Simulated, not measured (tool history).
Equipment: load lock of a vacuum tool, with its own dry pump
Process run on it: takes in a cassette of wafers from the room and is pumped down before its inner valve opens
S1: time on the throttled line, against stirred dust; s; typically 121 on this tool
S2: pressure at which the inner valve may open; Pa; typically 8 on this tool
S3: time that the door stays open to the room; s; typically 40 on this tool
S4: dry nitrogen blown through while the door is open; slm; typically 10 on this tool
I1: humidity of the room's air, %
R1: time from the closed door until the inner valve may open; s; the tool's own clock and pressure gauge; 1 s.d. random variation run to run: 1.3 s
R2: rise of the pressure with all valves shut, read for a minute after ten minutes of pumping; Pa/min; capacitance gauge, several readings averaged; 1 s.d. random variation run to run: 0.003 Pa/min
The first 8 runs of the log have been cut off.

run,hour,S1,S2,S3,S4,I1,R1,R2
9,699.2,121,8,40,26,45.4,222.6,0.152
10,759.6,121,8,40,26,44.8,220.9,0.157
11,811.0,121,8,40,26,40.7,224.6,0.153
12,909.4,121,12,40,10,46.6,217.0,0.175
13,955.2,121,12,40,10,47.8,219.3,0.174
14,1016.2,121,8,54,10,47.4,223.5,0.182
15,1064.2,121,8,54,10,47.2,222.2,0.182
16,1123.1,121,8,54,10,45.6,222.6,0.190
17,1175.4,121,8,54,10,46.5,223.1,0.188
18,1263.2,121,10,40,10,43.6,222.2,0.185
19,1367.7,121,6,40,10,46.0,225.5,0.198
20,1413.8,118,8,40,22,46.0,222.4,0.184
21,1479.6,121,15,40,10,48.4,218.1,0.204
22,1540.9,221,8,113,24,43.5,312.5,0.215
23,1628.5,153,8,45,12,47.7,253.0,0.208
24,1687.9,183,8,47,19,46.1,276.6,0.207
25,1747.0,183,13,151,19,44.1,271.8,0.233
26,1799.5,119,8,69,9,43.8,220.3,0.231
27,1891.4,152,8,40,10,43.7,251.9,0.230
28,1967.4,235,8,40,5,41.6,324.7,0.224
29,2062.3,235,8,40,5,42.7,324.9,0.235
30,2151.2,235,8,40,18,41.2,325.4,0.228
31,2221.6,121,8,54,9,46.2,224.4,0.245
32,2273.7,121,8,54,9,45.3,224.9,0.250

What will run 33 give?
33,2337.7,155,12,58,25,44.5,?,?

{"run 33": {"R1": 246.6, "R2": 0.246}}
The same run, on a tool lacking any hidden state, would have yielded R1 240.6 s, R2 0.025 Pa/min.
